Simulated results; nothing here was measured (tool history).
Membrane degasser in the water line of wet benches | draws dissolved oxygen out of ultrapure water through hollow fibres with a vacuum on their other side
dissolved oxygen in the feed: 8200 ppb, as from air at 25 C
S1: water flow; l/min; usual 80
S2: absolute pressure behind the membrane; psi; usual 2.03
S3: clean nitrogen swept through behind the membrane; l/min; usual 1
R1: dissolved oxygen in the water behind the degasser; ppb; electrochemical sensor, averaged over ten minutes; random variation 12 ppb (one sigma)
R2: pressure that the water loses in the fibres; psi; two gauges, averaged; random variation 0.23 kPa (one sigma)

run    hour   S1    S2    S3      R1      R2
  1       0   80  2.03     1    1294   8.163
  2    34.4   80  2.03     1  1309.6   8.177
  3    96.9   80  2.03     1  1301.6    8.16
  4   140.8   80  2.03     1    1274   8.145
  5   207.7   74  2.03     1  1254.1   7.587
  6   253.6   74  2.03     1  1216.1   7.545
  7   301.3   74  2.03     1  1249.5    7.52
  8   369.7   74  2.03     1  1223.8    7.53
  9   428.9   74  2.03     1  1244.1   7.462
 10   499.6   53  2.03     1   986.4   5.334
 11     537   53  2.03     1  1001.3   5.342
 12   599.2   53  2.03     1   990.6   5.343
 13   637.6   80  2.83     1  1848.6   8.044
 14   697.6   80  2.83     1    1856   8.087
 15     744   80  4.35     1  2676.9   7.955
 16     797   86  2.03     1  1354.6   8.672
 17   880.2   86  2.03     1  1361.7   8.611
 18   921.8   57  4.08  0.48  3132.6   5.674
 19   962.7   85  1.75  1.23  1000.6   8.476
 20   998.3   85  1.75  1.23  1003.6   8.466
 21  1062.2  128  4.05   0.6  4028.3   12.73
 22  1096.8   57  2.97     1  1546.4   5.658
 23  1152.8  108  1.75  2.74     724  10.746
 24  1189.6  108  2.03  0.66  1940.6  10.724
 25  1263.2  108  2.03  1.67  1151.7   10.67
 26  1305.7   70  2.03  0.88  1300.8   6.942
 27  1351.4  114  3.51  0.41  4000.4  11.264
     1375.7  -- gauge calibrated
 28  1421.8  114  3.51  0.41  3998.9  11.602
 29  1467.4   80  2.03  0.71  1579.3   8.142
 30  1540.5   80  1.75     1  1090.7   8.102
 31  1623.9   80  1.75     1  1100.8   8.171
 32  1678.5   56  1.28  2.45   279.5   5.684

3 ways to go on from here, each from the tool as it stands after run 32. What would each give?
  A  1753.5  80  1.55   0.4   ?   ?
  B  1753.5  80  3.21  0.61   ?   ?
  C  1753.5  68  1.31  1.66   ?   ?

run      R1     R2
  A  1529.9  8.103
  B  2688.8   8.09
  C   462.6  6.821
Without the tool's hidden state the same runs would have given:
run      R1     R2
  A  1527.6  8.167
  B  2687.4  8.155
  C   461.6  6.875

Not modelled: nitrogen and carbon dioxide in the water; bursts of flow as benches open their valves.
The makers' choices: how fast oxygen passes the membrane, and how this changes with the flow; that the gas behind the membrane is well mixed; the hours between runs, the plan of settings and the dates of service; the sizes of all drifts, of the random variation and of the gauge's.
